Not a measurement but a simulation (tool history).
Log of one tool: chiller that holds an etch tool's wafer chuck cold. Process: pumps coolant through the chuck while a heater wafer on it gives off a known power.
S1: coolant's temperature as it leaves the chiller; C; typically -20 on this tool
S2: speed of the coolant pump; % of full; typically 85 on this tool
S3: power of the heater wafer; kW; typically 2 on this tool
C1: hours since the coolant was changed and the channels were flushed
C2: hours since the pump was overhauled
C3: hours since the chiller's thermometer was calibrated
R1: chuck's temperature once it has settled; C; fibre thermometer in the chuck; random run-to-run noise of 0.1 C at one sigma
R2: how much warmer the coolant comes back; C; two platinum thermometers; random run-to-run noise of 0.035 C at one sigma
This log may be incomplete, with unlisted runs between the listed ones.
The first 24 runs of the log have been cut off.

run,day,S1,S2,S3,C1,C2,C3,R1,R2
25,21.279,-15,64,1.948,653,1424,2865,7.9,7.91
26,22.129,-15,64,1.948,674,1445,2885,7.8,7.91
27,23.408,-26,83,1.948,705,1475,2916,-6.4,6.13
28,24.158,-25,85,2.127,723,1493,2934,-3.9,6.57
29,24.738,-24,85,1.242,737,1507,2948,-11.5,3.8
30,25.392,-24,79,1.242,752,1523,2964,-11,4.14
31,26.221,-24,79,1.242,772,1543,2983,-11.1,4.08
# day 26.808: chiller's thermometer calibrated
32,27.304,-24,79,1.242,797,1568,12,-11.2,4.07

What if the next run were any one of these 4? Each begins from the tool's condition after run 32:
A,28.279,-11,88,1.134,821,1591,35,?,?
B,28.279,-20,80,2.025,821,1591,35,?,?
C,28.279,-21,85,2.828,821,1591,35,?,?
D,28.279,-24,67,2.827,821,1591,35,?,?

run,R1,R2
A,0.1,3.39
B,0.7,6.63
C,7,8.64
D,8.1,11.07
Stripped of hidden state, with their random variation kept, the same runs would have yielded:
run,R1,R2
A,-0.7,3.2
B,-0.7,6.26
C,5.1,8.15
D,5.9,10.45
